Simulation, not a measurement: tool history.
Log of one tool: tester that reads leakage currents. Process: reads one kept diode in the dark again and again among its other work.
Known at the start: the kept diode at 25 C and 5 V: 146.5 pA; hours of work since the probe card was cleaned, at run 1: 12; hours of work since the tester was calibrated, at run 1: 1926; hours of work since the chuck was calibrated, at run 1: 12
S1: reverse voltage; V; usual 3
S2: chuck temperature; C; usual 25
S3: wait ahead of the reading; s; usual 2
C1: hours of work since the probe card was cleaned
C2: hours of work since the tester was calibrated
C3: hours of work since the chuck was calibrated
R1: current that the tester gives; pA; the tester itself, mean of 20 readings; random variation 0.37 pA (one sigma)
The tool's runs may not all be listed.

Run 1, hour 0: usual settings; C1 12; C2 1926; C3 12. Result: R1 122.24 pA.
Run 2, hour 54: usual settings but S2 38 C; C1 42; C2 1956; C3 42. Result: R1 309.5 pA.
Run 3, hour 129.2: usual settings but S2 38 C; C1 85; C2 1999; C3 85. Result: R1 310.56 pA.
Run 4, hour 238.2: usual settings; C1 147; C2 2061; C3 147. Result: R1 126.24 pA.
Run 5, hour 295: usual settings; C1 179; C2 2093; C3 179. Result: R1 126.54 pA.
Run 6, hour 414.3: usual settings; C1 246; C2 2161; C3 246. Result: R1 128.87 pA.
Run 7, hour 484: usual settings; C1 286; C2 2200; C3 286. Result: R1 130.04 pA.
Run 8, hour 585.1: usual settings but S2 54 C; C1 343; C2 2257; C3 343. Result: R1 909.6 pA.
Run 9, hour 688.7: usual settings but S2 54 C; C1 402; C2 2316; C3 402. Result: R1 922.31 pA.
Run 10, hour 762.7: usual settings but S2 54 C; C1 444; C2 2358; C3 444. Result: R1 928.67 pA.
Run 11, hour 848.5: usual settings but S2 54 C, S3 6.75 s; C1 492; C2 2407; C3 492. Result: R1 939.21 pA.
Run 12, hour 900.8: usual settings; C1 522; C2 2436; C3 522. Result: R1 137.32 pA.
Run 13, hour 976.9: usual settings; C1 565; C2 2479; C3 565. Result: R1 139.11 pA.
Run 14, hour 1061.6: usual settings; C1 613; C2 2527; C3 613. Result: R1 140.34 pA.
Run 15, hour 1176.4: usual settings; C1 678; C2 2592; C3 678. Result: R1 142.54 pA.
At hour 1185.6: chuck's temperature calibrated.
Run 16, hour 1291.5: usual settings; C1 742; C2 2656; C3 60. Result: R1 125.22 pA.
Run 17, hour 1349.1: usual settings but S1 17.68 V; C1 775; C2 2689; C3 93. Result: R1 241.21 pA.
Run 18, hour 1467: usual settings but S1 5.46 V; C1 842; C2 2756; C3 159. Result: R1 158.59 pA.
Run 19, hour 1553.9: usual settings but S1 1.36 V; C1 891; C2 2805; C3 209. Result: R1 97.95 pA.
Run 20, hour 1672.7: usual settings but S1 1.36 V; C1 958; C2 2872; C3 276. Result: R1 98.91 pA.
Run 21, hour 1767.6: usual settings; C1 1012; C2 2926; C3 330. Result: R1 132.54 pA.
Run 22, hour 1840.5: usual settings; C1 1053; C2 2967; C3 371. Result: R1 133.9 pA.
Run 23, hour 1898: usual settings but S1 1.34 V, S3 1.31 s; C1 1086; C2 3000; C3 404. Result: R1 100.97 pA.
Run 24, hour 1991: usual settings but S3 0.74 s; C1 1138; C2 3053; C3 456. Result: R1 136.14 pA.
Run 25, hour 2108.3: usual settings but S3 2.55 s; C1 1205; C2 3119; C3 523. Result: R1 139.13 pA.
Run 26, hour 2190.2: usual settings but S1 4.4 V; C1 1251; C2 3165; C3 569. Result: R1 160.46 pA.
Run 27, hour 2258: usual settings but S1 4.4 V; C1 1290; C2 3204; C3 608. Result: R1 162.95 pA.
Run 28, hour 2315.7: usual settings but S1 1.48 V, S2 35 C, S3 0.42 s; C1 1322; C2 3237; C3 640. Result: R1 224.14 pA.
At hour 2392.5: chuck's temperature calibrated.
Run 29, hour 2397.3: usual settings but S1 1.48 V, S2 35 C, S3 0.42 s; C1 1367; C2 3282; C3 3. Result: R1 193.45 pA.
Run 30, hour 2502.9: usual settings but S1 1.48 V, S2 35 C, S3 0.42 s; C1 1427; C2 3341; C3 63. Result: R1 195.94 pA.
Run 31, hour 2614.5: usual settings but S1 1.48 V, S2 35 C, S3 0.42 s; C1 1490; C2 3405; C3 126. Result: R1 198.24 pA.
Run 32, hour 2668.9: usual settings but S1 3.61 V, S2 24 C, S3 1.99 s; C1 1521; C2 3436; C3 157. Result: R1 126.42 pA.
Run 33, hour 2717.3: usual settings but S2 54 C, S3 0.54 s; C1 1549; C2 3463; C3 184. Result: R1 877.81 pA.
Run 34, hour 2823: usual settings but S2 54 C, S3 0.54 s; C1 1609; C2 3523; C3 244. Result: R1 894.22 pA.
Run 35, hour 2896.3: usual settings but S1 1.15 V, S2 38 C, S3 0.31 s; C1 1650; C2 3564; C3 285. Result: R1 230.87 pA.
Run 36, hour 3001: usual settings but S1 1.15 V, S2 60 C, S3 0.31 s; C1 1709; C2 3624; C3 345. Result: R1 923.64 pA.
Run 37, hour 3055.8: usual settings but S1 12.16 V, S2 58 C, S3 6.93 s; C1 1741; C2 3655; C3 376. Result: R1 1905.34 pA.
Run 38, hour 3151.9: usual settings but S1 2.98 V, S2 30 C, S3 2.45 s; C1 1795; C2 3709; C3 430. Result: R1 192.54 pA.
Run 39, hour 3232.7: usual settings but S1 1.9 V, S2 41 C, S3 0.56 s; C1 1841; C2 3755; C3 476. Result: R1 350.64 pA.
Run 40, hour 3332.5: usual settings but S1 18 V, S2 54 C, S3 7.86 s; C1 1897; C2 3812; C3 533. Result: R1 1784.26 pA.
Run 41, hour 3430.1: usual settings but S1 18 V, S2 26 C, S3 0.86 s; C1 1953; C2 3867; C3 588. Result: R1 295.11 pA.

Measured less the same run without the tool's hidden state. The same run-to-run variation is in both; the gauge's scatter may not be:
The hidden state here: stray current of the dirty probe card, pA a volt; current scale over the true one, %; true chuck temperature over the reading, C; drift of the gauge itself on leakage_pa, %.
run       R1
  1    -0.54
  2    +0.76
  3    +3.72
  4    +3.41
  5    +4.19
  6    +6.29
  7    +7.49
  8   +51.18
  9   +61.19
 10   +68.56
 11   +77.13
 12   +14.74
 13   +16.22
 14   +17.62
 15    +19.7
 16     +2.6
 17    +9.96
 18    +7.15
 19    +4.92
 20     +6.4
 21    +10.3
 22   +11.53
 23    +9.07
 24   +14.04
 25    +16.2
 26   +20.63
 27   +22.31
 28   +28.48
 29    -1.63
 30    +1.05
 31    +3.66
 32    +4.82
 33   +21.14
 34   +31.62
 35   +11.37
 36   +46.66
 37  +113.57
 38   +16.97
 39   +29.76
 40  +162.64
 41   +43.88

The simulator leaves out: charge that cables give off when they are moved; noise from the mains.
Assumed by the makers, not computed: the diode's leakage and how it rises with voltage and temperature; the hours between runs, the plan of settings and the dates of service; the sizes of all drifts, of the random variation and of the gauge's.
